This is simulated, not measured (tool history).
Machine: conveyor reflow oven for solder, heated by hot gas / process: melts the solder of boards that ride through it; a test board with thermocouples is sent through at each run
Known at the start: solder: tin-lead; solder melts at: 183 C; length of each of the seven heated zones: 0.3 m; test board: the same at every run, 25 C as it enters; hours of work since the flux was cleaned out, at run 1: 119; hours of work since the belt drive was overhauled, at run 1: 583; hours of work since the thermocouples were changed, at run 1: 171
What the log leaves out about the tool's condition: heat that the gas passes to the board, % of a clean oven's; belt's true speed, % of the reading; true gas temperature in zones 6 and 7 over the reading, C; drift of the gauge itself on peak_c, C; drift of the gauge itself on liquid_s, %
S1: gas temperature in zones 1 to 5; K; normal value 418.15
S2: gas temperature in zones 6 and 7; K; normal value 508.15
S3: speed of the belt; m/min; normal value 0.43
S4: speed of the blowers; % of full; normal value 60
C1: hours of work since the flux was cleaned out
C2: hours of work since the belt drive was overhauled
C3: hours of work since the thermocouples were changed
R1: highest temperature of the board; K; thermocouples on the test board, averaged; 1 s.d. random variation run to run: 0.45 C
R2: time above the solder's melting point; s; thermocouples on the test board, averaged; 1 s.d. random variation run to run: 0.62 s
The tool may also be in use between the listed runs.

| run | day | S1 | S2 | S3 | S4 | C1 | C2 | C3 | R1 | R2 |
|---|---|---|---|---|---|---|---|---|---|---|
| 1 | 0 | 418.15 | 508.15 | 0.43 | 60 | 119 | 583 | 171 | 488.25 | 61.8 |
| 2 | 3.454 | 418.15 | 508.15 | 0.43 | 60 | 154 | 618 | 206 | 487.65 | 62.2 |
| 3 | 5.283 | 418.15 | 508.15 | 0.43 | 60 | 172 | 636 | 224 | 488.05 | 61.8 |
| 4 | 8.942 | 418.15 | 508.15 | 0.43 | 60 | 209 | 673 | 261 | 487.15 | 62.8 |
| 5 | 12.388 | 418.15 | 508.15 | 0.43 | 60 | 244 | 708 | 296 | 487.85 | 61.5 |
| 6 | 14.721 | 418.15 | 508.15 | 0.43 | 51 | 267 | 731 | 319 | 485.75 | 58.5 |
| 7 | 18.433 | 418.15 | 512.15 | 0.43 | 51 | 304 | 768 | 357 | 488.55 | 62.3 |
| 8 | 21.042 | 418.15 | 508.15 | 0.43 | 60 | 331 | 795 | 383 | 488.15 | 61.4 |
| 9 | 23.042 | 418.15 | 508.15 | 0.43 | 60 | 351 | 815 | 403 | 487.75 | 61.9 |
| 10 | 24.942 | 418.15 | 508.15 | 0.43 | 71 | 370 | 834 | 422 | 489.75 | 65.8 |
| 11 | 27.892 | 418.15 | 508.15 | 0.43 | 71 | 400 | 864 | 452 | 490.05 | 64.8 |
| 12 | 29.471 | 418.15 | 508.15 | 0.43 | 60 | 416 | 879 | 468 | 488.25 | 61.5 |
|  | 30.696 | flux residue cleaned out of gas plates and filters |
| 13 | 32.2 | 418.15 | 508.15 | 0.43 | 60 | 15 | 905 | 493 | 487.55 | 62.8 |
| 14 | 34.792 | 418.15 | 508.15 | 0.43 | 60 | 41 | 931 | 519 | 488.25 | 63.1 |
| 15 | 37.412 | 418.15 | 515.15 | 0.43 | 60 | 68 | 957 | 545 | 492.95 | 67 |
| 16 | 39.642 | 418.15 | 502.15 | 0.43 | 60 | 90 | 980 | 568 | 482.75 | 57.2 |
| 17 | 41.679 | 418.15 | 502.15 | 0.43 | 60 | 111 | 1000 | 588 | 482.95 | 57.4 |
| 18 | 43.746 | 418.15 | 519.15 | 0.409 | 63 | 131 | 1021 | 609 | 499.15 | 75.9 |
| 19 | 45.842 | 414.15 | 504.15 | 0.365 | 55 | 152 | 1042 | 630 | 487.45 | 72.2 |
| 20 | 48.729 | 418.15 | 503.15 | 0.43 | 60 | 182 | 1071 | 659 | 482.85 | 59.3 |
| 21 | 50.571 | 432.15 | 508.15 | 0.43 | 60 | 200 | 1090 | 678 | 491.35 | 72 |
| 22 | 53.138 | 418.15 | 508.15 | 0.43 | 53 | 226 | 1116 | 704 | 485.35 | 59.9 |
| 23 | 55.025 | 428.15 | 508.15 | 0.421 | 60 | 245 | 1135 | 723 | 491.15 | 70.6 |
| 24 | 57.792 | 428.15 | 508.15 | 0.421 | 60 | 273 | 1162 | 751 | 490.95 | 71.3 |
| 25 | 60.904 | 423.15 | 517.15 | 0.43 | 57 | 304 | 1194 | 782 | 494.75 | 70.8 |
| 26 | 63.767 | 421.15 | 508.15 | 0.42 | 60 | 333 | 1223 | 811 | 489.45 | 66.6 |
| 27 | 66.125 | 421.15 | 508.15 | 0.42 | 60 | 357 | 1246 | 834 | 489.15 | 66 |
|  | 69.058 | thermocouples of zones 6 and 7 changed |
| 28 | 69.908 | 421.15 | 508.15 | 0.42 | 60 | 394 | 1284 | 9 | 489.85 | 67.2 |
| 29 | 72.562 | 421.15 | 508.15 | 0.42 | 60 | 421 | 1310 | 35 | 488.55 | 66.8 |
|  | 73.104 | flux residue cleaned out of gas plates and filters |
| 30 | 74.7 | 430.15 | 508.15 | 0.392 | 69 | 16 | 1330 | 55 | 494.35 | 81.6 |

4 options for the next run, each taken on its own from the tool as it stands now. Forecast them:
|  | 75.467 | belt drive overhauled, speed set with a stopwatch |
| A | 77.029 | 429.15 | 508.15 | 0.392 | 69 | 38 | 16 | 76 | ? | ? |
|  | 75.467 | belt drive overhauled, speed set with a stopwatch |
| B | 77.029 | 430.15 | 508.15 | 0.414 | 58 | 38 | 16 | 76 | ? | ? |
|  | 75.467 | belt drive overhauled, speed set with a stopwatch |
| C | 77.029 | 418.15 | 508.15 | 0.39 | 51 | 38 | 16 | 76 | ? | ? |
|  | 75.467 | belt drive overhauled, speed set with a stopwatch |
| D | 77.029 | 433.15 | 512.15 | 0.515 | 69 | 38 | 16 | 76 | ? | ? |

| run | R1 | R2 |
|---|---|---|
| A | 495.55 | 80.8 |
| B | 490.95 | 74.2 |
| C | 488.05 | 68.7 |
| D | 491.55 | 59.9 |
Had the tool no hidden state, the same runs would have come out as:
| run | R1 | R2 |
|---|---|---|
| A | 495.55 | 80.8 |
| B | 490.95 | 74.2 |
| C | 488.05 | 68.7 |
| D | 491.55 | 59.9 |
